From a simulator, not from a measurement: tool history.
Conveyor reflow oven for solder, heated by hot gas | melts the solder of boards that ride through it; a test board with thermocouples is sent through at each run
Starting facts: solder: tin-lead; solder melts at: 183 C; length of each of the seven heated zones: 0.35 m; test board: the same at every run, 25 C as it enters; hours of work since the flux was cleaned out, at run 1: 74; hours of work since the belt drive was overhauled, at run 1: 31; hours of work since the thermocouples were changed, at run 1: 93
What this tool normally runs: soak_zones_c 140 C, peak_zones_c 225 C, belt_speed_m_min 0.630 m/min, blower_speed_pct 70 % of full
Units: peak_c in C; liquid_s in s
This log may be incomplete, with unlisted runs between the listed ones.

run   hour  soak_zones_c  peak_zones_c  belt_speed_m_min  blower_speed_pct  hours of work since the flux was cleaned out  hours of work since the belt drive was overhauled  hours of work since the thermocouples were changed  peak_c  liquid_s
  1    0.0           140           225             0.630                70                                            74                                                 31                                                  93   209.2      43.9
  2   26.1           140           225             0.630                70                                            94                                                 50                                                 113   208.8      44.0
  3   51.0           140           225             0.630                66                                           113                                                 69                                                 131   207.4      42.3
  4   71.3           140           225             0.630                66                                           128                                                 84                                                 147   207.7      41.9
  5   98.9           140           225             0.630                66                                           148                                                105                                                 167   206.6      42.1
  6  115.2           140           225             0.630                66                                           160                                                117                                                 179   207.0      41.7
  7  128.0           140           225             0.630                66                                           170                                                126                                                 189   207.1      42.0
  8  141.6           140           225             0.630                66                                           180                                                137                                                 199   206.4      41.5
  9  171.0           131           225             0.630                70                                           202                                                159                                                 221   205.8      38.0
 10  189.5           140           225             0.630                70                                           216                                                172                                                 235   207.1      42.3
 11  218.6           140           225             0.630                84                                           238                                                194                                                 257   209.5      45.3
 12  249.8           140           225             0.630                84                                           261                                                217                                                 280   209.4      44.8
 13  280.4           139           225             0.630                70                                           284                                                240                                                 303   206.2      41.1
 14  311.1           140           225             0.736                70                                           307                                                263                                                 326   200.7      29.1
 15  329.9           140           225             0.736                70                                           321                                                277                                                 340   200.6      28.4
 16  346.8           140           225             0.736                70                                           333                                                290                                                 352   200.5      28.1
     353.6  -- flux residue cleaned out of gas plates and filters
 17  380.0           144           229             0.630                70                                            20                                                311                                                 373   208.5      44.2
 18  401.5           140           214             0.630                70                                            36                                                327                                                 389   195.4      27.6
 19  427.9           140           226             0.556                70                                            55                                                347                                                 409   209.1      50.0
     434.9  -- flux residue cleaned out of gas plates and filters, once more
 20  449.1           129           223             0.630                70                                            11                                                359                                                 421   204.9      37.4
 21  478.7           129           223             0.630                70                                            33                                                381                                                 443   204.8      36.9
 22  506.8           129           223             0.630                70                                            54                                                402                                                 464   204.4      36.5
 23  531.1           145           240             0.589                68                                            72                                                420                                                 482   222.9      60.7
 24  549.3           145           240             0.589                68                                            85                                                434                                                 496   223.5      60.0
 25  569.9           145           240             0.589                68                                           101                                                449                                                 511   223.2      59.4
 26  596.2           136           226             0.628                77                                           120                                                469                                                 531   209.2      43.6
 27  622.2           136           217             0.551                77                                           140                                                488                                                 550   204.9      47.0
 28  650.2           136           217             0.551                77                                           161                                                509                                                 571   204.2      46.3
 29  669.0           127           222             0.655                77                                           175                                                523                                                 585   202.1      32.5
 30  693.0           127           222             0.655                77                                           193                                                541                                                 603   202.4      32.4
 31  712.8           127           222             0.655                77                                           208                                                556                                                 618   201.8      31.8

Each row is a separate what-if for the run after 31, all from the same tool condition, not one after another. Results?
  A  736.8           127           231             0.655                89                                           225                                                574                                                 636       ?         ?
  B  736.8           127           222             0.655                60                                           225                                                574                                                 636       ?         ?
  C  736.8           140           236             0.630                60                                           225                                                574                                                 636       ?         ?
  D  736.8           127           238             0.655                81                                           225                                                574                                                 636       ?         ?

run  peak_c  liquid_s
  A   211.7      41.3
  B   197.1      24.8
  C   212.6      46.6
  D   215.9      43.9
Without the tool's hidden state the same runs would have given:
run  peak_c  liquid_s
  A   215.7      44.4
  B   200.5      29.2
  C   215.9      49.2
  D   220.0      46.6
